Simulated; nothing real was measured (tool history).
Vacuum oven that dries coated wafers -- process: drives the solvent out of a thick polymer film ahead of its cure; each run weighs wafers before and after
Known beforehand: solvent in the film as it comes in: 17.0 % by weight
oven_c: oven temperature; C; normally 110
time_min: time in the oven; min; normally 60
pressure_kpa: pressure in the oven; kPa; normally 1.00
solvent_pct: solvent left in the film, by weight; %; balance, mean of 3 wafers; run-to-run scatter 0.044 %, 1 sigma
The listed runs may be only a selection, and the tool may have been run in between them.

{"run": 1, "hour": 0.0, "oven_c": 110, "time_min": 60, "pressure_kpa": 1.0, "solvent_pct": 4.36}
{"run": 2, "hour": 76.9, "oven_c": 110, "time_min": 60, "pressure_kpa": 1.0, "solvent_pct": 4.38}
{"run": 3, "hour": 176.3, "oven_c": 110, "time_min": 60, "pressure_kpa": 1.0, "solvent_pct": 4.45}
{"run": 4, "hour": 255.9, "oven_c": 110, "time_min": 104, "pressure_kpa": 1.0, "solvent_pct": 2.25}
{"run": 5, "hour": 353.4, "oven_c": 108, "time_min": 60, "pressure_kpa": 1.0, "solvent_pct": 4.98}
{"run": 6, "hour": 435.1, "oven_c": 110, "time_min": 60, "pressure_kpa": 1.0, "solvent_pct": 4.42}
{"run": 7, "hour": 496.8, "oven_c": 110, "time_min": 60, "pressure_kpa": 1.0, "solvent_pct": 4.44}
{"run": 8, "hour": 548.9, "oven_c": 110, "time_min": 100, "pressure_kpa": 1.0, "solvent_pct": 2.41}
{"run": 9, "hour": 606.3, "oven_c": 110, "time_min": 60, "pressure_kpa": 1.0, "solvent_pct": 4.38}
{"run": 10, "hour": 725.0, "oven_c": 116, "time_min": 60, "pressure_kpa": 1.0, "solvent_pct": 2.58}
{"run": 11, "hour": 846.8, "oven_c": 116, "time_min": 60, "pressure_kpa": 1.0, "solvent_pct": 2.58}
{"run": 12, "hour": 926.6, "oven_c": 116, "time_min": 60, "pressure_kpa": 1.0, "solvent_pct": 2.63}
{"run": 13, "hour": 1043.9, "oven_c": 110, "time_min": 60, "pressure_kpa": 1.0, "solvent_pct": 4.36}
{"run": 14, "hour": 1167.3, "oven_c": 110, "time_min": 60, "pressure_kpa": 1.0, "solvent_pct": 4.41}
{"run": 15, "hour": 1245.6, "oven_c": 110, "time_min": 60, "pressure_kpa": 1.11, "solvent_pct": 4.44}
{"run": 16, "hour": 1331.7, "oven_c": 110, "time_min": 60, "pressure_kpa": 1.11, "solvent_pct": 4.42}
{"run": 17, "hour": 1402.3, "oven_c": 110, "time_min": 60, "pressure_kpa": 1.11, "solvent_pct": 4.44}
{"run": 18, "hour": 1520.6, "oven_c": 98, "time_min": 60, "pressure_kpa": 2.11, "solvent_pct": 8.9}
{"run": 19, "hour": 1592.3, "oven_c": 98, "time_min": 97, "pressure_kpa": 2.11, "solvent_pct": 6.88}
{"run": 20, "hour": 1705.5, "oven_c": 98, "time_min": 97, "pressure_kpa": 2.11, "solvent_pct": 6.93}
{"run": 21, "hour": 1803.2, "oven_c": 110, "time_min": 62, "pressure_kpa": 0.76, "solvent_pct": 4.27}
{"run": 22, "hour": 1914.5, "oven_c": 110, "time_min": 62, "pressure_kpa": 0.76, "solvent_pct": 4.23}
{"run": 23, "hour": 2035.1, "oven_c": 114, "time_min": 60, "pressure_kpa": 3.76, "solvent_pct": 4.08}
{"run": 24, "hour": 2126.0, "oven_c": 124, "time_min": 49, "pressure_kpa": 1.04, "solvent_pct": 1.33}
{"run": 25, "hour": 2181.6, "oven_c": 124, "time_min": 49, "pressure_kpa": 1.04, "solvent_pct": 1.38}
{"run": 26, "hour": 2283.4, "oven_c": 97, "time_min": 49, "pressure_kpa": 1.27, "solvent_pct": 9.49}
{"run": 27, "hour": 2344.7, "oven_c": 97, "time_min": 49, "pressure_kpa": 1.27, "solvent_pct": 9.4}
{"run": 28, "hour": 2432.7, "oven_c": 97, "time_min": 49, "pressure_kpa": 1.27, "solvent_pct": 9.52}
{"run": 29, "hour": 2511.9, "oven_c": 105, "time_min": 60, "pressure_kpa": 3.66, "solvent_pct": 7.33}
{"run": 30, "hour": 2574.2, "oven_c": 109, "time_min": 53, "pressure_kpa": 3.66, "solvent_pct": 6.34}
{"run": 31, "hour": 2652.7, "oven_c": 110, "time_min": 91, "pressure_kpa": 1.0, "solvent_pct": 2.47}
{"run": 32, "hour": 2724.3, "oven_c": 101, "time_min": 79, "pressure_kpa": 2.34, "solvent_pct": 6.76}
{"run": 33, "hour": 2778.8, "oven_c": 101, "time_min": 79, "pressure_kpa": 2.34, "solvent_pct": 6.74}

Not shown: 4 entries that the log had between the listed runs. Between which runs, and how does the tool's hidden state differ before and after?
Between runs 1 and 2: oven's thermocouples calibrated (hour 76.9)
  true wafer temperature over the reading, C: 0.42 -> -0.04; true pressure over the reading, kPa: 0.357 -> 0.372
  measured minus no-state result, solvent_pct: +0.03 -> +0.19 %
Between runs 20 and 21: vacuum gauge cleaned of residue and calibrated (hour 1715.3)
  true wafer temperature over the reading, C: 0.66 -> 0.69; true pressure over the reading, kPa: 0.659 -> 1.085
  measured minus no-state result, solvent_pct: +0.18 -> +0.29 %
Between runs 22 and 23: vacuum gauge cleaned of residue and calibrated, once more (hour 1942.9)
  true wafer temperature over the reading, C: 0.74 -> 0.79; true pressure over the reading, kPa: 1.105 -> 0.035
  measured minus no-state result, solvent_pct: +0.28 -> -0.22 %
Between runs 25 and 26: oven's thermocouples calibrated (hour 2276.5)
  true wafer temperature over the reading, C: 0.85 -> 0.07; true pressure over the reading, kPa: 0.06 -> 0.078
  measured minus no-state result, solvent_pct: -0.12 -> +0.02 %

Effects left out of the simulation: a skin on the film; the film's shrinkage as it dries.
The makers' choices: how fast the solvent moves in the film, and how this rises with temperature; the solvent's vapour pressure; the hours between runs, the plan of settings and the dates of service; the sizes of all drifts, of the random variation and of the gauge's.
